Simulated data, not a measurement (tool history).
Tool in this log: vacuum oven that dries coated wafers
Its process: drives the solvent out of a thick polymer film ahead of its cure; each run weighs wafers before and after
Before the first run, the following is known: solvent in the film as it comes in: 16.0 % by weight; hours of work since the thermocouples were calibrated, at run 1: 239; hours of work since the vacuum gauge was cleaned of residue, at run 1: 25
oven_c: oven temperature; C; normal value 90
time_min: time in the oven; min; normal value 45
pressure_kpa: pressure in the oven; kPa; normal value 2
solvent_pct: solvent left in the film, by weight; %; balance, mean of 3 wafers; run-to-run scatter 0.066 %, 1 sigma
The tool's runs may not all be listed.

run   hour  oven_c  time_min  pressure_kpa  hours of work since the thermocouples were calibrated  hours of work since the vacuum gauge was cleaned of residue  solvent_pct
  1      0      90        45             2                                                    239                                                           25         4.43
  2   11.3      90        45             2                                                    245                                                           32         4.47
  3   22.8      90        45             2                                                    251                                                           38          4.4
  4   28.2      90        45             2                                                    254                                                           41         4.24
  5   36.7      90        24             2                                                    259                                                           45         6.46
        39  -- vacuum gauge cleaned of residue and calibrated
  6   46.9      90        24             2                                                    264                                                            4          6.5
  7   58.1      90        24          2.31                                                    270                                                           10         6.92
      61.7  -- vacuum gauge cleaned of residue and calibrated, once more
  8   70.1      90        24          2.31                                                    275                                                            5         6.82
  9     80      90        24          2.31                                                    281                                                           10          6.8
 10   85.2      90        38          4.89                                                    283                                                           13         8.86
 11   96.4      90        41          1.65                                                    290                                                           19         4.26
 12  108.5      86        42             2                                                    296                                                           25         5.82
 13  119.2     102        42          1.18                                                    302                                                           31         1.65
 14  125.6      90        29          1.45                                                    305                                                           35         5.09
 15  136.2      88        45             2                                                    311                                                           40         4.96

Each run again, without the hidden state but with its own random variation kept:
Hidden state at play: true wafer temperature over the reading, C; true pressure over the reading, kPa; drift of the gauge itself on solvent_pct, %.
run  solvent_pct
  1          4.3
  2         4.33
  3         4.26
  4         4.11
  5         6.29
  6         6.33
  7         6.74
  8         6.63
  9          6.6
 10          8.6
 11         4.09
 12         5.59
 13         1.55
 14         4.89
 15         4.74
